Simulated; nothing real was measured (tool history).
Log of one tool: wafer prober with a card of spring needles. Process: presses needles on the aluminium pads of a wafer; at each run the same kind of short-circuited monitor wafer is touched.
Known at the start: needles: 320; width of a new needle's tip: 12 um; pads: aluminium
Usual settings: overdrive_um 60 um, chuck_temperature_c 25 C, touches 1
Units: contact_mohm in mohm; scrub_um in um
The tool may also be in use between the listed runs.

run     day  overdrive_um  chuck_temperature_c  touches  contact_mohm  scrub_um
  1   0.000            60                   25        1           213      9.97
      0.612  -- tips cleaned on abrasive film
      1.450  -- tips cleaned on abrasive film
  2   1.858            60                   25        1           212      9.99
      2.188  -- tips cleaned on abrasive film
      2.962  -- tips cleaned on abrasive film
      3.804  -- tips cleaned on abrasive film
  3   3.871            60                   25        1           209     10.01
      4.650  -- tips cleaned on abrasive film
      5.329  -- height of the first contact set anew
      5.458  -- tips cleaned on abrasive film
  4   5.950            60                   25        1           211     10.01
      6.204  -- tips cleaned on abrasive film
      7.050  -- tips cleaned on abrasive film
  5   7.146            60                   25        1           210     10.00
      7.804  -- tips cleaned on abrasive film
  6   8.433            44                   25        1           215      7.29
      8.612  -- tips cleaned on abrasive film
      9.362  -- tips cleaned on abrasive film
     10.196  -- tips cleaned on abrasive film
  7  10.733            44                   25        1           212      7.34
     11.042  -- tips cleaned on abrasive film
     11.846  -- tips cleaned on abrasive film
  8  11.975            46                   25        1           216      7.66
     12.642  -- tips cleaned on abrasive film
     13.525  -- tips cleaned on abrasive film
  9  13.679            46                   25        1           216      7.67
     14.304  -- tips cleaned on abrasive film
     15.192  -- tips cleaned on abrasive film
 10  15.192            46                   25        1           216      7.63
     15.929  -- tips cleaned on abrasive film
     16.771  -- tips cleaned on abrasive film
 11  16.946            60                  121        1           232     10.01
     17.562  -- tips cleaned on abrasive film
     18.333  -- tips cleaned on abrasive film
     19.092  -- tips cleaned on abrasive film
 12  19.521            60                  121        1           233     10.02
     19.862  -- tips cleaned on abrasive film
     20.662  -- tips cleaned on abrasive film
 13  20.958            60                  121        1           234     10.03
     21.467  -- tips cleaned on abrasive film
     22.379  -- tips cleaned on abrasive film
     23.196  -- tips cleaned on abrasive film
 14  23.196            60                  121        1           236     10.03
     24.033  -- tips cleaned on abrasive film
     24.942  -- tips cleaned on abrasive film
     24.954  -- height of the first contact set anew
 15  25.504            60                  121        1           235      9.97
     25.688  -- tips cleaned on abrasive film
     26.479  -- tips cleaned on abrasive film
     27.379  -- tips cleaned on abrasive film
 16  28.096            64                  121        1           235     10.63
     28.279  -- tips cleaned on abrasive film
     29.017  -- tips cleaned on abrasive film
     29.821  -- tips cleaned on abrasive film
 17  29.983            42                   51        2           221      6.99
     30.600  -- tips cleaned on abrasive film
     31.412  -- tips cleaned on abrasive film
     32.192  -- tips cleaned on abrasive film
 18  32.217            42                   51        2           222      7.02
     33.008  -- tips cleaned on abrasive film
     33.867  -- tips cleaned on abrasive film
 19  34.292            54                   26        1           211      9.01

Run 20 comes next. What will it give?
     34.633  -- tips cleaned on abrasive film
     35.392  -- tips cleaned on abrasive film
 20  35.721            54                   27        1             ?         ?

{"run 20": {"contact_mohm": 215, "scrub_um": 9.06}}
Without the tool's hidden state the same run would have given contact_mohm 215 mohm, scrub_um 9.06 um.
